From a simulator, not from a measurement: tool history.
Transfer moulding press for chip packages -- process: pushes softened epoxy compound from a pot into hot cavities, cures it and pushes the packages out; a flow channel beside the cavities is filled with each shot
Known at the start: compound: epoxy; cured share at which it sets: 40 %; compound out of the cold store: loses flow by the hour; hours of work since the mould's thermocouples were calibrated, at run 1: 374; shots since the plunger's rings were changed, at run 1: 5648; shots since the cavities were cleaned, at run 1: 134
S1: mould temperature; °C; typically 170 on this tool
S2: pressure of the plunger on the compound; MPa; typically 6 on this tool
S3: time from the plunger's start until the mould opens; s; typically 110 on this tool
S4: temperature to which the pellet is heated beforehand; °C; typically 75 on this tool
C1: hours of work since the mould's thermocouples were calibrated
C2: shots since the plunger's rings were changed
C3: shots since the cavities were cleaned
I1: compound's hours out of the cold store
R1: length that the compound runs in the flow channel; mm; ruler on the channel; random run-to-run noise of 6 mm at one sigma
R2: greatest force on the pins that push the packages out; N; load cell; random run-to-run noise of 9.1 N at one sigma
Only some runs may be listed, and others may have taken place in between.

{"run": 1, "hour": 0.0, "S1": 170, "S2": 6, "S3": 110, "S4": 75, "C1": 374, "C2": 5648, "C3": 134, "I1": 23.4, "R1": 575, "R2": 439}
{"hour": 8.6, "done": "plunger's sealing rings changed"}
{"run": 2, "hour": 63.7, "S1": 170, "S2": 6, "S3": 110, "S4": 75, "C1": 405, "C2": 446, "C3": 630, "I1": 25.8, "R1": 622, "R2": 573}
{"hour": 75.9, "done": "cavities cleaned with cleaning compound and waxed"}
{"run": 3, "hour": 117.8, "S1": 170, "S2": 6, "S3": 110, "S4": 70, "C1": 430, "C2": 873, "C3": 340, "I1": 23.3, "R1": 607, "R2": 514}
{"hour": 169.1, "done": "cavities cleaned with cleaning compound and waxed"}
{"run": 4, "hour": 187.5, "S1": 170, "S2": 6, "S3": 110, "S4": 70, "C1": 464, "C2": 1425, "C3": 149, "I1": 23.8, "R1": 616, "R2": 476}
{"run": 5, "hour": 220.3, "S1": 170, "S2": 6, "S3": 110, "S4": 70, "C1": 480, "C2": 1690, "C3": 414, "I1": 46.5, "R1": 578, "R2": 504}
{"run": 6, "hour": 255.4, "S1": 169, "S2": 6, "S3": 110, "S4": 70, "C1": 497, "C2": 1974, "C3": 698, "I1": 45.9, "R1": 570, "R2": 548}
{"hour": 260.7, "done": "cavities cleaned with cleaning compound and waxed"}
{"run": 7, "hour": 296.7, "S1": 169, "S2": 6.91, "S3": 110, "S4": 70, "C1": 517, "C2": 2298, "C3": 293, "I1": 24.8, "R1": 645, "R2": 518}
{"run": 8, "hour": 332.8, "S1": 170, "S2": 6, "S3": 110, "S4": 75, "C1": 534, "C2": 2590, "C3": 585, "I1": 26.5, "R1": 595, "R2": 558}
{"hour": 352.6, "done": "cavities cleaned with cleaning compound and waxed"}
{"run": 9, "hour": 386.6, "S1": 170, "S2": 6, "S3": 110, "S4": 75, "C1": 560, "C2": 3013, "C3": 275, "I1": 47.5, "R1": 553, "R2": 468}
{"run": 10, "hour": 422.3, "S1": 170, "S2": 6, "S3": 110, "S4": 75, "C1": 578, "C2": 3302, "C3": 564, "I1": 24, "R1": 587, "R2": 540}
{"hour": 445.4, "done": "cavities cleaned with cleaning compound and waxed"}
{"run": 11, "hour": 463.9, "S1": 170, "S2": 6, "S3": 110, "S4": 75, "C1": 597, "C2": 3627, "C3": 149, "I1": 17.1, "R1": 602, "R2": 427}
{"hour": 535.1, "done": "cavities cleaned with cleaning compound and waxed"}
{"run": 12, "hour": 535.7, "S1": 170, "S2": 6, "S3": 110, "S4": 75, "C1": 632, "C2": 4197, "C3": 5, "I1": 41.8, "R1": 556, "R2": 391}
{"run": 13, "hour": 587.2, "S1": 174, "S2": 6, "S3": 110, "S4": 75, "C1": 657, "C2": 4614, "C3": 422, "I1": 13.5, "R1": 589, "R2": 479}
{"hour": 616.9, "done": "mould's thermocouples calibrated"}
{"hour": 629.2, "done": "cavities cleaned with cleaning compound and waxed"}
{"run": 14, "hour": 655.9, "S1": 166, "S2": 6, "S3": 110, "S4": 75, "C1": 18, "C2": 5142, "C3": 216, "I1": 14.9, "R1": 590, "R2": 553}
{"run": 15, "hour": 690.0, "S1": 170, "S2": 6, "S3": 110, "S4": 65, "C1": 35, "C2": 5419, "C3": 493, "I1": 27, "R1": 559, "R2": 509}
{"hour": 719.9, "done": "cavities cleaned with cleaning compound and waxed"}
{"hour": 728.6, "done": "plunger's sealing rings changed"}
{"run": 16, "hour": 742.0, "S1": 170, "S2": 6, "S3": 110, "S4": 65, "C1": 59, "C2": 108, "C3": 159, "I1": 9.3, "R1": 644, "R2": 434}
{"run": 17, "hour": 807.0, "S1": 170, "S2": 6, "S3": 110, "S4": 65, "C1": 91, "C2": 635, "C3": 686, "I1": 8.1, "R1": 649, "R2": 565}
{"hour": 812.7, "done": "cavities cleaned with cleaning compound and waxed"}
{"hour": 821.4, "done": "mould's thermocouples calibrated, once more"}
{"run": 18, "hour": 847.2, "S1": 164, "S2": 6.7, "S3": 110, "S4": 82, "C1": 13, "C2": 932, "C3": 263, "I1": 12.5, "R1": 717, "R2": 722}
{"run": 19, "hour": 900.8, "S1": 164, "S2": 5.26, "S3": 90, "S4": 82, "C1": 39, "C2": 1367, "C3": 698, "I1": 35.5, "R1": 575, "R2": 1208}
{"hour": 906.3, "done": "cavities cleaned with cleaning compound and waxed"}
{"run": 20, "hour": 971.5, "S1": 170, "S2": 5.89, "S3": 110, "S4": 78, "C1": 73, "C2": 1927, "C3": 528, "I1": 10.1, "R1": 643, "R2": 566}
{"hour": 998.5, "done": "cavities cleaned with cleaning compound and waxed"}
{"run": 21, "hour": 1019.2, "S1": 170, "S2": 6, "S3": 110, "S4": 83, "C1": 96, "C2": 2301, "C3": 167, "I1": 13.1, "R1": 624, "R2": 471}
{"run": 22, "hour": 1078.4, "S1": 164, "S2": 6.51, "S3": 95, "S4": 75, "C1": 125, "C2": 2781, "C3": 647, "I1": 20.8, "R1": 646, "R2": 1109}
{"hour": 1089.3, "done": "cavities cleaned with cleaning compound and waxed"}
{"run": 23, "hour": 1116.8, "S1": 164, "S2": 6.51, "S3": 95, "S4": 75, "C1": 143, "C2": 3080, "C3": 223, "I1": 9.8, "R1": 673, "R2": 946}
{"run": 24, "hour": 1154.4, "S1": 169, "S2": 6, "S3": 149, "S4": 75, "C1": 161, "C2": 3385, "C3": 528, "I1": 34.2, "R1": 582, "R2": 497}
{"hour": 1179.0, "done": "cavities cleaned with cleaning compound and waxed"}
{"run": 25, "hour": 1192.5, "S1": 169, "S2": 6, "S3": 149, "S4": 75, "C1": 179, "C2": 3681, "C3": 109, "I1": 25.7, "R1": 600, "R2": 405}

Branching from run 25: 3 alternative next runs. What would each branch give?
{"run": "A", "hour": 1264.4, "S1": 170, "S2": 5.4, "S3": 117, "S4": 76, "C1": 214, "C2": 4263, "C3": 691, "I1": 14.1, "R1": "?", "R2": "?"}
{"run": "B", "hour": 1264.4, "S1": 169, "S2": 6.92, "S3": 96, "S4": 77, "C1": 214, "C2": 4263, "C3": 691, "I1": 21.5, "R1": "?", "R2": "?"}
{"run": "C", "hour": 1264.4, "S1": 175, "S2": 6, "S3": 94, "S4": 72, "C1": 214, "C2": 4263, "C3": 691, "I1": 15.9, "R1": "?", "R2": "?"}

run=A R1=564 R2=530
run=B R1=629 R2=683
run=C R1=571 R2=567
With the hidden condition removed and each run's random variation left untouched, the same runs would have given:
run=A R1=609 R2=373
run=B R1=680 R2=494
run=C R1=617 R2=402
